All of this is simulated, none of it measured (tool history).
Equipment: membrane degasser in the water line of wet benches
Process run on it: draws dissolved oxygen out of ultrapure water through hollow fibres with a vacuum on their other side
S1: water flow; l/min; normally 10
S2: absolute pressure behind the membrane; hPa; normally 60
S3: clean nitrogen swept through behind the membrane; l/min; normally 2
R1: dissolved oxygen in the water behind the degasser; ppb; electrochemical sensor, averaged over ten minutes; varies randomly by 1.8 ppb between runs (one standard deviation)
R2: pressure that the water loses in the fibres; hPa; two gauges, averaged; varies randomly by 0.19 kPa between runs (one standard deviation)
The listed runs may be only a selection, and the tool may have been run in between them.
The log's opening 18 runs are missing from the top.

run 19 day=69.708 | S1=10 S2=37.7 S3=2.83 | R1=162.2 R2=395.5
run 20 day=74.425 | S1=10 S2=37.7 S3=2.83 | R1=161.1 R2=397.8
run 21 day=77.558 | S1=10 S2=37.7 S3=2.83 | R1=158.4 R2=397.8
run 22 day=82.704 | S1=10 S2=37.7 S3=2.83 | R1=162.3 R2=400.8
run 23 day=86.388 | S1=8 S2=59.4 S3=3.51 | R1=80.5 R2=321.4
run 24 day=91.512 | S1=9 S2=73.5 S3=0.84 | R1=208.4 R2=357.3
run 25 day=95.075 | S1=10 S2=60 S3=4 | R1=171.7 R2=399.1
run 26 day=100.283 | S1=9 S2=68.5 S3=0.94 | R1=190.2 R2=358
run 27 day=103.946 | S1=9 S2=68.5 S3=0.94 | R1=189.4 R2=360.7
run 28 day=106.738 | S1=9 S2=68.5 S3=0.94 | R1=187.3 R2=361.9
run 29 day=108.875 | S1=9 S2=68.5 S3=0.94 | R1=188.5 R2=360.2
run 30 day=114.167 | S1=11 S2=60 S3=0.87 | R1=296.8 R2=442.9
run 31 day=116.808 | S1=13 S2=54 S3=3.16 | R1=380.2 R2=522.9

Here are 4 independent what-if runs from the current tool condition. What would each one return?
run A day=121.417 | S1=13 S2=59.5 S3=5.09 | R1=? R2=?
run B day=121.417 | S1=7 S2=54 S3=1.23 | R1=? R2=?
run C day=121.417 | S1=13 S2=54 S3=3.98 | R1=? R2=?
run D day=121.417 | S1=7 S2=126.3 S3=2 | R1=? R2=?

run=A R1=367.4 R2=519.3
run=B R1=69.3 R2=277.4
run=C R1=368.5 R2=524.9
run=D R1=120 R2=278.6
Take away the tool's hidden state, keep each run's random variation, and the runs would have read:
run=A R1=338 R2=505.5
run=B R1=62.3 R2=270
run=C R1=338.9 R2=511.1
run=D R1=112.1 R2=271.2
